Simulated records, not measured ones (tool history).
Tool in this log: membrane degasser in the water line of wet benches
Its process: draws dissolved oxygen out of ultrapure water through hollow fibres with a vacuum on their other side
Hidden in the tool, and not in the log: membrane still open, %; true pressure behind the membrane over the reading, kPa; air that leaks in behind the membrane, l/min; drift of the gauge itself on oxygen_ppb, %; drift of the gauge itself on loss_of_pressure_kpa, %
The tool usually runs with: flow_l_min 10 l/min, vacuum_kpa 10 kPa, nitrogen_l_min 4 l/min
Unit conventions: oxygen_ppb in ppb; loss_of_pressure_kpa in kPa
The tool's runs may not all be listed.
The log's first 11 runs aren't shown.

| run | hour | flow_l_min | vacuum_kpa | nitrogen_l_min | hours since the membrane was changed | hours since the vacuum gauge was calibrated | hours since the vacuum lines were made tight | oxygen_ppb | loss_of_pressure_kpa |
|---|---|---|---|---|---|---|---|---|---|
| 12 | 917.8 | 10 | 10 | 4 | 2105 | 3545 | 8805 | 49.5 | 54.33 |
| 13 | 1008.7 | 10 | 10 | 4 | 2196 | 3635 | 8896 | 49.6 | 54.3 |
| 14 | 1052.6 | 10 | 10 | 4 | 2240 | 3679 | 8940 | 49.7 | 54.09 |
| 15 | 1135.9 | 10 | 10 | 6.21 | 2323 | 3763 | 9023 | 34.5 | 54.33 |
| 16 | 1181.1 | 8 | 10.4 | 11.51 | 2368 | 3808 | 9068 | 15.1 | 43.41 |
| 17 | 1276.2 | 8 | 10.4 | 11.51 | 2463 | 3903 | 9163 | 15.1 | 43.48 |
| 18 | 1343.9 | 11 | 6.6 | 11.51 | 2531 | 3971 | 9231 | 19.2 | 59.76 |
| 19 | 1412.5 | 8 | 10 | 4 | 2600 | 4039 | 9300 | 36.8 | 43.5 |
| 20 | 1517.2 | 10 | 23.3 | 4 | 2704 | 4144 | 9405 | 131 | 54.35 |
| 21 | 1580.3 | 10 | 8.5 | 7.67 | 2767 | 4207 | 9468 | 24.8 | 54.33 |
| 22 | 1678.2 | 12 | 22.1 | 6.6 | 2865 | 4305 | 9565 | 99.2 | 65.14 |
| 23 | 1763.3 | 12 | 22.1 | 2.63 | 2950 | 4390 | 9651 | 219.4 | 65.34 |
| 24 | 1864.1 | 12 | 22.1 | 3.31 | 3051 | 4491 | 9751 | 181.5 | 65.26 |
| 25 | 1946 | 14 | 13.7 | 2.76 | 3133 | 4573 | 9833 | 152.9 | 76.27 |

Estimate the outcome of run 26 from the log above:
| 26 | 2010.4 | 10 | 7.5 | 4 | 3198 | 4637 | 9898 | ? | ? |

oxygen_ppb: 33.8 ppb
loss_of_pressure_kpa: 54.35 kPa
The same run, on a tool lacking any hidden state, would have yielded oxygen_ppb 33.7 ppb, loss_of_pressure_kpa 54.34 kPa.
